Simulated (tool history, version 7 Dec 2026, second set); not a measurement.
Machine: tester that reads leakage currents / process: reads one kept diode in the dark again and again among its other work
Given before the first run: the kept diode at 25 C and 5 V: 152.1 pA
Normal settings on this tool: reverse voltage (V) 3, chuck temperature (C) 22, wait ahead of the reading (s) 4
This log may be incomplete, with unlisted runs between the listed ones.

run,hour,reverse voltage (V),chuck temperature (C),wait ahead of the reading (s),current that the tester gives (pA)
1,0,3,22,4,101.49
2,168.5,3,22,1.02,101.4
3,310.3,3,22,1.02,101.26
4,470,3,26,1.02,135.57
5,644.4,3,26,1.02,135.96
6,812,3,22,0.4,100.88
7,910.9,3,20,1.49,85.97
8,1021.7,3,20,1.49,85.4
# hour 1098.1: probe card cleaned and baked
9,1100.4,3,20,1.49,76.74
10,1257.3,1.42,37,1.49,206.21

Selected run-to-run steps in current that the tester gives (pA), each split into two signed amounts: the part the tool would show with no hidden state at all (from settings, incoming material and random variation), and the remainder, which goes to the hidden state together with any gauge scatter not common to the measured and the hidden-state-free results:
Hidden state at play: stray current of the dirty probe card, pA a volt; current scale over the true one, %; true chuck temperature over the reading, C; drift of the gauge itself on leakage_pa, %.
Run 8 -> 9: probe card cleaned and baked. current that the tester gives (pA) -8.66: hidden state -9.14, all else +0.48.
Run 9 -> 10: reverse voltage (V) 3 -> 1.42, chuck temperature (C) 20 -> 37. current that the tester gives (pA) +129.47: hidden state -7.04, all else +136.51.
